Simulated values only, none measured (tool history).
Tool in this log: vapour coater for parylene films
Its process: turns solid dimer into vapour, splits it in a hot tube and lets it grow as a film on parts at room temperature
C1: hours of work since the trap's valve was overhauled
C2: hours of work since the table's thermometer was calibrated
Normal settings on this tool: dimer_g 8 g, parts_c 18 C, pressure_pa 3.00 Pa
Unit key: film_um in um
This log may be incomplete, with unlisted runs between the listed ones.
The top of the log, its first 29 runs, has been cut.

{"hour": 880.7, "done": "table's thermometer calibrated, once more"}
{"run": 30, "hour": 891.1, "dimer_g": 8, "parts_c": 13, "pressure_pa": 2.36, "C1": 139, "C2": 5, "film_um": 2.95}
{"run": 31, "hour": 917.6, "dimer_g": 11, "parts_c": 13, "pressure_pa": 6.63, "C1": 151, "C2": 17, "film_um": 3.48}
{"run": 32, "hour": 940.3, "dimer_g": 11, "parts_c": 13, "pressure_pa": 6.63, "C1": 161, "C2": 28, "film_um": 3.54}
{"run": 33, "hour": 964.0, "dimer_g": 7, "parts_c": 24, "pressure_pa": 11.75, "C1": 172, "C2": 38, "film_um": 1.37}
{"run": 34, "hour": 1005.9, "dimer_g": 8, "parts_c": 18, "pressure_pa": 2.36, "C1": 192, "C2": 58, "film_um": 2.34}
{"run": 35, "hour": 1041.3, "dimer_g": 8, "parts_c": 18, "pressure_pa": 2.36, "C1": 208, "C2": 74, "film_um": 2.33}
{"run": 36, "hour": 1078.1, "dimer_g": 8, "parts_c": 18, "pressure_pa": 4.72, "C1": 225, "C2": 91, "film_um": 2.18}
{"run": 37, "hour": 1122.6, "dimer_g": 8, "parts_c": 18, "pressure_pa": 4.72, "C1": 246, "C2": 112, "film_um": 2.11}
{"run": 38, "hour": 1165.2, "dimer_g": 3, "parts_c": 12, "pressure_pa": 7.75, "C1": 265, "C2": 131, "film_um": 0.93}
{"run": 39, "hour": 1188.4, "dimer_g": 3, "parts_c": 12, "pressure_pa": 7.75, "C1": 276, "C2": 142, "film_um": 0.97}

Alternative continuations, all from the tool just after run 39; predict every row:
{"run": "A", "hour": 1215.4, "dimer_g": 8, "parts_c": 11, "pressure_pa": 7.75, "C1": 289, "C2": 155, "film_um": "?"}
{"run": "B", "hour": 1215.4, "dimer_g": 7, "parts_c": 14, "pressure_pa": 3.0, "C1": 289, "C2": 155, "film_um": "?"}
{"run": "C", "hour": 1215.4, "dimer_g": 3, "parts_c": 23, "pressure_pa": 10.21, "C1": 289, "C2": 155, "film_um": "?"}

run=A film_um=2.59
run=B film_um=2.26
run=C film_um=0.59
With no hidden state in the tool, these same runs would have given:
run=A film_um=2.91
run=B film_um=2.54
run=C film_um=0.66

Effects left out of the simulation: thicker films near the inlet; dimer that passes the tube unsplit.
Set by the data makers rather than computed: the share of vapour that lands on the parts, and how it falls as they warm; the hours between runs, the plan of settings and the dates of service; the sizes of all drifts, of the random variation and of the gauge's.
